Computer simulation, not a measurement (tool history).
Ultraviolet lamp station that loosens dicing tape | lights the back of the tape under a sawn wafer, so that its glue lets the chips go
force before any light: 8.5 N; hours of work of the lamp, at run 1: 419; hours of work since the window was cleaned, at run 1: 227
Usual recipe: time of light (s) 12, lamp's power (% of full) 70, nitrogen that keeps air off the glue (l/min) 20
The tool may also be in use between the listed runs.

| run | hour | time of light (s) | lamp's power (% of full) | nitrogen that keeps air off the glue (l/min) | hours of work of the lamp | hours of work since the window was cleaned | force that peels the tape off (N) | light that reached the tape (mJ/cm²) |
|---|---|---|---|---|---|---|---|---|
| 1 | 0 | 12 | 70 | 20 | 419 | 227 | 1.589 | 407 |
| 2 | 22.3 | 12 | 70 | 16 | 431 | 238 | 1.784 | 408 |
| 3 | 50.5 | 12 | 77 | 20 | 445 | 252 | 1.334 | 447 |
| 4 | 76.2 | 10 | 70 | 20 | 458 | 265 | 2.053 | 338 |
| 5 | 109.6 | 10 | 70 | 20 | 475 | 282 | 2.129 | 329 |
| 6 | 135.9 | 10 | 70 | 20 | 488 | 295 | 2.083 | 333 |
| 7 | 186.8 | 10 | 70 | 20 | 514 | 321 | 2.136 | 330 |
| 8 | 210 | 12 | 70 | 11 | 526 | 333 | 2.232 | 390 |
| 9 | 235.4 | 12 | 70 | 11 | 538 | 346 | 2.315 | 388 |
| 10 | 277.2 | 23 | 70 | 20 | 559 | 367 | 0.478 | 728 |
| 11 | 317.8 | 14 | 70 | 20 | 580 | 387 | 1.364 | 444 |
| 12 | 356.3 | 14 | 70 | 20 | 599 | 407 | 1.427 | 437 |
| 13 | 382.9 | 14 | 70 | 20 | 613 | 420 | 1.441 | 435 |
| 14 | 406 | 14 | 70 | 20 | 625 | 432 | 1.474 | 433 |
|  | 432.5 | window cleaned of glue's vapour |
| 15 | 454.4 | 12 | 70 | 20 | 649 | 11 | 1.669 | 401 |
| 16 | 480.2 | 12 | 76 | 20 | 662 | 24 | 1.425 | 430 |
| 17 | 511.6 | 12 | 81 | 20 | 678 | 40 | 1.277 | 453 |
| 18 | 544.8 | 12 | 81 | 20 | 694 | 57 | 1.293 | 454 |
| 19 | 584.4 | 12 | 81 | 20 | 714 | 77 | 1.305 | 448 |
| 20 | 630.2 | 6 | 70 | 20 | 738 | 100 | 3.613 | 189 |
| 21 | 652 | 6 | 70 | 20 | 749 | 111 | 3.696 | 189 |
| 22 | 688 | 11 | 95 | 20 | 767 | 129 | 1.213 | 471 |
| 23 | 718.6 | 9 | 74 | 7 | 782 | 145 | 3.579 | 297 |
| 24 | 759.1 | 9 | 74 | 7 | 803 | 165 | 3.602 | 293 |
| 25 | 800.8 | 9 | 74 | 7 | 824 | 186 | 3.555 | 290 |
| 26 | 848.2 | 13 | 69 | 34 | 848 | 210 | 1.271 | 389 |
| 27 | 872.5 | 21 | 70 | 17 | 860 | 222 | 0.787 | 634 |
| 28 | 911.1 | 9 | 95 | 7 | 880 | 242 | 2.94 | 363 |
| 29 | 949 | 9 | 95 | 7 | 899 | 261 | 2.977 | 361 |
| 30 | 994.6 | 6 | 95 | 29 | 922 | 284 | 2.741 | 239 |
| 31 | 1038.4 | 12 | 70 | 28 | 944 | 306 | 1.751 | 347 |
| 32 | 1063.3 | 20 | 71 | 20 | 956 | 319 | 0.785 | 582 |
| 33 | 1086.9 | 17 | 65 | 20 | 968 | 331 | 1.292 | 449 |
| 34 | 1134.5 | 12 | 70 | 20 | 992 | 355 | 2.044 | 339 |
| 35 | 1177.3 | 13 | 89 | 7 | 1014 | 376 | 2.211 | 457 |
| 36 | 1226.5 | 12 | 94 | 19 | 1039 | 401 | 1.443 | 441 |
| 37 | 1253 | 12 | 74 | 34 | 1052 | 415 | 1.609 | 349 |
| 38 | 1275.4 | 12 | 74 | 34 | 1064 | 426 | 1.605 | 344 |
| 39 | 1298.5 | 12 | 88 | 7 | 1075 | 438 | 2.65 | 406 |
|  | 1313.3 | window cleaned of glue's vapour |
| 40 | 1349.1 | 12 | 88 | 7 | 1101 | 18 | 2.453 | 439 |
| 41 | 1393.4 | 7 | 87 | 16 | 1123 | 40 | 3.167 | 245 |
| 42 | 1419.5 | 7 | 94 | 7 | 1136 | 54 | 3.879 | 271 |

3 ways to go on from here, each from the tool as it stands after run 42. What would each give?
| A | 1464.6 | 12 | 81 | 7 | 1159 | 76 | ? | ? |
| B | 1464.6 | 18 | 73 | 22 | 1159 | 76 | ? | ? |
| C | 1464.6 | 7 | 94 | 7 | 1159 | 76 | ? | ? |

| run | force that peels the tape off (N) | light that reached the tape (mJ/cm²) |
|---|---|---|
| A | 2.725 | 387 |
| B | 0.933 | 528 |
| C | 3.795 | 268 |
With no hidden state in the tool, these same runs would have given:
| run | force that peels the tape off (N) | light that reached the tape (mJ/cm²) |
|---|---|---|
| A | 1.725 | 550 |
| B | 0.446 | 748 |
| C | 2.762 | 378 |
